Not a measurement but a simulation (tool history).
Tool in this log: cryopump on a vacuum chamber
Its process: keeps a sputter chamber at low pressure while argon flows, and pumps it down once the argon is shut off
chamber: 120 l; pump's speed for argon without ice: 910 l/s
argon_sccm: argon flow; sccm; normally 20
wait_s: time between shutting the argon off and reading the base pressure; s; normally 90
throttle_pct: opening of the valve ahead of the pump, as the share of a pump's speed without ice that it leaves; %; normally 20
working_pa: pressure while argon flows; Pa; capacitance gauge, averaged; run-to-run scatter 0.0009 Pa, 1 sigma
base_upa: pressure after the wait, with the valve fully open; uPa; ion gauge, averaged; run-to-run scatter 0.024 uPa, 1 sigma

run 1 day=0.000 | argon_sccm=20 wait_s=90 throttle_pct=20 | working_pa=0.1851 base_upa=1.55
run 2 day=2.017 | argon_sccm=20 wait_s=90 throttle_pct=20 | working_pa=0.1857 base_upa=1.56
run 3 day=5.083 | argon_sccm=20 wait_s=90 throttle_pct=20 | working_pa=0.1877 base_upa=1.60
run 4 day=6.971 | argon_sccm=20 wait_s=90 throttle_pct=20 | working_pa=0.1893 base_upa=1.58
run 5 day=9.333 | argon_sccm=16 wait_s=90 throttle_pct=20 | working_pa=0.1511 base_upa=1.61
run 6 day=12.817 | argon_sccm=16 wait_s=90 throttle_pct=20 | working_pa=0.1531 base_upa=1.61
run 7 day=14.633 | argon_sccm=16 wait_s=90 throttle_pct=20 | working_pa=0.1523 base_upa=1.65
run 8 day=17.917 | argon_sccm=16 wait_s=90 throttle_pct=20 | working_pa=0.1524 base_upa=1.70
run 9 day=21.225 | argon_sccm=16 wait_s=90 throttle_pct=20 | working_pa=0.1515 base_upa=1.69
run 10 day=23.233 | argon_sccm=20 wait_s=90 throttle_pct=21 | working_pa=0.1806 base_upa=1.74
run 11 day=25.642 | argon_sccm=20 wait_s=90 throttle_pct=20 | working_pa=0.1904 base_upa=1.72
run 12 day=28.408 | argon_sccm=20 wait_s=90 throttle_pct=20 | working_pa=0.1919 base_upa=1.83
run 13 day=29.896 | argon_sccm=14 wait_s=99 throttle_pct=20 | working_pa=0.1353 base_upa=1.74
run 14 day=33.117 | argon_sccm=9 wait_s=257 throttle_pct=44 | working_pa=0.0412 base_upa=1.44
run 15 day=34.954 | argon_sccm=9 wait_s=257 throttle_pct=44 | working_pa=0.0413 base_upa=1.45
run 16 day=36.654 | argon_sccm=11 wait_s=90 throttle_pct=38 | working_pa=0.0588 base_upa=1.78
run 17 day=38.892 | argon_sccm=20 wait_s=212 throttle_pct=28 | working_pa=0.1416 base_upa=1.50
run 18 day=40.675 | argon_sccm=19 wait_s=90 throttle_pct=40 | working_pa=0.0956 base_upa=1.78
-- day=42.946 pump warmed up, emptied and cooled again
run 19 day=44.138 | argon_sccm=19 wait_s=90 throttle_pct=40 | working_pa=0.0902 base_upa=1.64
run 20 day=45.708 | argon_sccm=12 wait_s=145 throttle_pct=20 | working_pa=0.1116 base_upa=1.42
run 21 day=47.129 | argon_sccm=32 wait_s=145 throttle_pct=41 | working_pa=0.1479 base_upa=1.41
run 22 day=49.962 | argon_sccm=32 wait_s=145 throttle_pct=41 | working_pa=0.1469 base_upa=1.39
run 23 day=52.938 | argon_sccm=32 wait_s=33 throttle_pct=19 | working_pa=0.3168 base_upa=2.76
run 24 day=54.967 | argon_sccm=20 wait_s=178 throttle_pct=29 | working_pa=0.1303 base_upa=1.47

Each row is a separate what-if for the run after 24, all from the same tool condition, not one after another. Results?
run A day=58.246 | argon_sccm=21 wait_s=106 throttle_pct=31 | working_pa=? base_upa=?
run B day=58.246 | argon_sccm=15 wait_s=65 throttle_pct=45 | working_pa=? base_upa=?
run C day=58.246 | argon_sccm=12 wait_s=80 throttle_pct=58 | working_pa=? base_upa=?
run D day=58.246 | argon_sccm=39 wait_s=64 throttle_pct=17 | working_pa=? base_upa=?
run E day=58.246 | argon_sccm=20 wait_s=90 throttle_pct=54 | working_pa=? base_upa=?

run=A working_pa=0.1294 base_upa=1.65
run=B working_pa=0.0648 base_upa=2.02
run=C working_pa=0.0400 base_upa=1.87
run=D working_pa=0.4315 base_upa=1.95
run=E working_pa=0.0720 base_upa=1.78
Take away the tool's hidden state, keep each run's random variation, and the runs would have read:
run=A working_pa=0.1259 base_upa=0.83
run=B working_pa=0.0622 base_upa=1.19
run=C working_pa=0.0380 base_upa=1.03
run=D working_pa=0.4250 base_upa=1.15
run=E working_pa=0.0686 base_upa=0.95

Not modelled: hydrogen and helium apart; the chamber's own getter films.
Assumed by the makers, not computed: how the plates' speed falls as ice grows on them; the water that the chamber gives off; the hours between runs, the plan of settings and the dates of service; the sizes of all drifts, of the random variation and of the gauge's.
